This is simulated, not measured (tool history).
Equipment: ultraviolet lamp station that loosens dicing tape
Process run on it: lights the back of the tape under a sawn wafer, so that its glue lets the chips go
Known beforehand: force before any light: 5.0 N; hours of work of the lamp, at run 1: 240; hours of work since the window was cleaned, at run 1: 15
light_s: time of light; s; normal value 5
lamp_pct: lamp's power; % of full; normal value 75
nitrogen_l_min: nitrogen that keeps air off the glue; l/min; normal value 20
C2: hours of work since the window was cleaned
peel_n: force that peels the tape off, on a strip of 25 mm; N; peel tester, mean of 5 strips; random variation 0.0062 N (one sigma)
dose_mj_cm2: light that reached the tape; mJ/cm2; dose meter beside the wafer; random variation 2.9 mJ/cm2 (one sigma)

{"run": 1, "hour": 0.0, "light_s": 5, "lamp_pct": 75, "nitrogen_l_min": 20, "hours of work of the lamp": 240, "C2": 15, "peel_n": 0.221, "dose_mj_cm2": 353}
{"run": 2, "hour": 15.9, "light_s": 5, "lamp_pct": 75, "nitrogen_l_min": 20, "hours of work of the lamp": 249, "C2": 25, "peel_n": 0.231, "dose_mj_cm2": 350}
{"run": 3, "hour": 29.4, "light_s": 5, "lamp_pct": 75, "nitrogen_l_min": 20, "hours of work of the lamp": 258, "C2": 33, "peel_n": 0.228, "dose_mj_cm2": 351}
{"run": 4, "hour": 38.4, "light_s": 3, "lamp_pct": 75, "nitrogen_l_min": 20, "hours of work of the lamp": 263, "C2": 39, "peel_n": 0.648, "dose_mj_cm2": 211}
{"run": 5, "hour": 51.2, "light_s": 6, "lamp_pct": 75, "nitrogen_l_min": 20, "hours of work of the lamp": 271, "C2": 47, "peel_n": 0.175, "dose_mj_cm2": 410}
{"run": 6, "hour": 62.5, "light_s": 6, "lamp_pct": 75, "nitrogen_l_min": 20, "hours of work of the lamp": 278, "C2": 54, "peel_n": 0.182, "dose_mj_cm2": 413}
{"run": 7, "hour": 73.2, "light_s": 5, "lamp_pct": 75, "nitrogen_l_min": 36, "hours of work of the lamp": 285, "C2": 60, "peel_n": 0.179, "dose_mj_cm2": 336}
{"run": 8, "hour": 83.0, "light_s": 5, "lamp_pct": 75, "nitrogen_l_min": 36, "hours of work of the lamp": 291, "C2": 66, "peel_n": 0.183, "dose_mj_cm2": 337}
{"run": 9, "hour": 96.8, "light_s": 5, "lamp_pct": 75, "nitrogen_l_min": 36, "hours of work of the lamp": 299, "C2": 75, "peel_n": 0.18, "dose_mj_cm2": 336}
{"run": 10, "hour": 107.9, "light_s": 5, "lamp_pct": 75, "nitrogen_l_min": 36, "hours of work of the lamp": 306, "C2": 82, "peel_n": 0.176, "dose_mj_cm2": 335}
{"run": 11, "hour": 120.5, "light_s": 4, "lamp_pct": 75, "nitrogen_l_min": 20, "hours of work of the lamp": 314, "C2": 89, "peel_n": 0.397, "dose_mj_cm2": 269}
{"run": 12, "hour": 134.3, "light_s": 5, "lamp_pct": 75, "nitrogen_l_min": 20, "hours of work of the lamp": 322, "C2": 98, "peel_n": 0.257, "dose_mj_cm2": 329}
{"run": 13, "hour": 143.5, "light_s": 5, "lamp_pct": 75, "nitrogen_l_min": 6, "hours of work of the lamp": 328, "C2": 103, "peel_n": 0.651, "dose_mj_cm2": 331}
{"run": 14, "hour": 155.6, "light_s": 7, "lamp_pct": 75, "nitrogen_l_min": 20, "hours of work of the lamp": 335, "C2": 111, "peel_n": 0.15, "dose_mj_cm2": 452}
{"run": 15, "hour": 163.5, "light_s": 7, "lamp_pct": 75, "nitrogen_l_min": 20, "hours of work of the lamp": 340, "C2": 116, "peel_n": 0.163, "dose_mj_cm2": 454}
{"run": 16, "hour": 171.4, "light_s": 7, "lamp_pct": 75, "nitrogen_l_min": 26, "hours of work of the lamp": 345, "C2": 121, "peel_n": 0.148, "dose_mj_cm2": 447}
{"run": 17, "hour": 183.9, "light_s": 7, "lamp_pct": 75, "nitrogen_l_min": 26, "hours of work of the lamp": 353, "C2": 128, "peel_n": 0.148, "dose_mj_cm2": 453}
{"run": 18, "hour": 199.4, "light_s": 7, "lamp_pct": 75, "nitrogen_l_min": 26, "hours of work of the lamp": 362, "C2": 138, "peel_n": 0.137, "dose_mj_cm2": 448}
{"run": 19, "hour": 214.2, "light_s": 7, "lamp_pct": 75, "nitrogen_l_min": 26, "hours of work of the lamp": 371, "C2": 147, "peel_n": 0.151, "dose_mj_cm2": 449}
{"run": 20, "hour": 227.8, "light_s": 7, "lamp_pct": 75, "nitrogen_l_min": 26, "hours of work of the lamp": 380, "C2": 155, "peel_n": 0.145, "dose_mj_cm2": 441}
{"run": 21, "hour": 242.6, "light_s": 7, "lamp_pct": 65, "nitrogen_l_min": 26, "hours of work of the lamp": 389, "C2": 164, "peel_n": 0.176, "dose_mj_cm2": 380}
{"run": 22, "hour": 249.3, "light_s": 7, "lamp_pct": 65, "nitrogen_l_min": 26, "hours of work of the lamp": 393, "C2": 169, "peel_n": 0.174, "dose_mj_cm2": 379}
{"run": 23, "hour": 262.6, "light_s": 9, "lamp_pct": 72, "nitrogen_l_min": 20, "hours of work of the lamp": 401, "C2": 177, "peel_n": 0.142, "dose_mj_cm2": 535}
{"run": 24, "hour": 277.2, "light_s": 9, "lamp_pct": 85, "nitrogen_l_min": 20, "hours of work of the lamp": 410, "C2": 186, "peel_n": 0.134, "dose_mj_cm2": 631}
{"run": 25, "hour": 292.1, "light_s": 9, "lamp_pct": 85, "nitrogen_l_min": 20, "hours of work of the lamp": 419, "C2": 195, "peel_n": 0.127, "dose_mj_cm2": 625}
{"run": 26, "hour": 303.9, "light_s": 9, "lamp_pct": 76, "nitrogen_l_min": 24, "hours of work of the lamp": 427, "C2": 202, "peel_n": 0.134, "dose_mj_cm2": 558}
{"run": 27, "hour": 318.7, "light_s": 7, "lamp_pct": 98, "nitrogen_l_min": 24, "hours of work of the lamp": 436, "C2": 211, "peel_n": 0.126, "dose_mj_cm2": 546}
{"run": 28, "hour": 326.3, "light_s": 4, "lamp_pct": 67, "nitrogen_l_min": 21, "hours of work of the lamp": 440, "C2": 216, "peel_n": 0.571, "dose_mj_cm2": 217}
{"run": 29, "hour": 342.2, "light_s": 10, "lamp_pct": 65, "nitrogen_l_min": 9, "hours of work of the lamp": 450, "C2": 226, "peel_n": 0.2, "dose_mj_cm2": 510}
{"run": 30, "hour": 355.9, "light_s": 10, "lamp_pct": 65, "nitrogen_l_min": 9, "hours of work of the lamp": 459, "C2": 234, "peel_n": 0.209, "dose_mj_cm2": 504}
{"run": 31, "hour": 370.9, "light_s": 10, "lamp_pct": 79, "nitrogen_l_min": 10, "hours of work of the lamp": 468, "C2": 243, "peel_n": 0.149, "dose_mj_cm2": 613}
{"run": 32, "hour": 384.6, "light_s": 4, "lamp_pct": 83, "nitrogen_l_min": 7, "hours of work of the lamp": 476, "C2": 252, "peel_n": 0.904, "dose_mj_cm2": 256}
{"run": 33, "hour": 392.0, "light_s": 8, "lamp_pct": 99, "nitrogen_l_min": 20, "hours of work of the lamp": 481, "C2": 256, "peel_n": 0.128, "dose_mj_cm2": 604}
{"run": 34, "hour": 401.8, "light_s": 5, "lamp_pct": 75, "nitrogen_l_min": 21, "hours of work of the lamp": 487, "C2": 262, "peel_n": 0.322, "dose_mj_cm2": 288}
{"run": 35, "hour": 409.0, "light_s": 2, "lamp_pct": 72, "nitrogen_l_min": 8, "hours of work of the lamp": 491, "C2": 267, "peel_n": 2.285, "dose_mj_cm2": 111}
{"run": 36, "hour": 422.0, "light_s": 2, "lamp_pct": 72, "nitrogen_l_min": 8, "hours of work of the lamp": 499, "C2": 275, "peel_n": 2.27, "dose_mj_cm2": 108}
{"run": 37, "hour": 434.0, "light_s": 2, "lamp_pct": 72, "nitrogen_l_min": 8, "hours of work of the lamp": 507, "C2": 282, "peel_n": 2.176, "dose_mj_cm2": 110}
{"run": 38, "hour": 449.0, "light_s": 9, "lamp_pct": 75, "nitrogen_l_min": 20, "hours of work of the lamp": 516, "C2": 291, "peel_n": 0.145, "dose_mj_cm2": 503}
{"run": 39, "hour": 464.4, "light_s": 3, "lamp_pct": 63, "nitrogen_l_min": 7, "hours of work of the lamp": 525, "C2": 301, "peel_n": 1.937, "dose_mj_cm2": 142}
{"run": 40, "hour": 477.4, "light_s": 3, "lamp_pct": 78, "nitrogen_l_min": 10, "hours of work of the lamp": 533, "C2": 309, "peel_n": 1.282, "dose_mj_cm2": 173}
{"run": 41, "hour": 486.3, "light_s": 4, "lamp_pct": 75, "nitrogen_l_min": 9, "hours of work of the lamp": 539, "C2": 314, "peel_n": 0.963, "dose_mj_cm2": 216}
{"run": 42, "hour": 502.2, "light_s": 4, "lamp_pct": 75, "nitrogen_l_min": 9, "hours of work of the lamp": 549, "C2": 324, "peel_n": 0.993, "dose_mj_cm2": 217}
{"run": 43, "hour": 517.8, "light_s": 3, "lamp_pct": 88, "nitrogen_l_min": 32, "hours of work of the lamp": 558, "C2": 334, "peel_n": 0.557, "dose_mj_cm2": 191}

What if the next run were any one of these 4? Each begins from the tool's condition after run 43:
{"run": "A", "hour": 527.9, "light_s": 3, "lamp_pct": 79, "nitrogen_l_min": 30, "hours of work of the lamp": 564, "C2": 340, "peel_n": "?", "dose_mj_cm2": "?"}
{"run": "B", "hour": 527.9, "light_s": 3, "lamp_pct": 83, "nitrogen_l_min": 11, "hours of work of the lamp": 564, "C2": 340, "peel_n": "?", "dose_mj_cm2": "?"}
{"run": "C", "hour": 527.9, "light_s": 8, "lamp_pct": 75, "nitrogen_l_min": 20, "hours of work of the lamp": 564, "C2": 340, "peel_n": "?", "dose_mj_cm2": "?"}
{"run": "D", "hour": 527.9, "light_s": 3, "lamp_pct": 92, "nitrogen_l_min": 32, "hours of work of the lamp": 564, "C2": 340, "peel_n": "?", "dose_mj_cm2": "?"}

run=A peel_n=0.711 dose_mj_cm2=172
run=B peel_n=1.166 dose_mj_cm2=180
run=C peel_n=0.168 dose_mj_cm2=427
run=D peel_n=0.508 dose_mj_cm2=193
Without the tool's hidden state the same runs would have given:
run=A peel_n=0.314 dose_mj_cm2=261
run=B peel_n=0.583 dose_mj_cm2=274
run=C peel_n=0.126 dose_mj_cm2=653
run=D peel_n=0.219 dose_mj_cm2=298
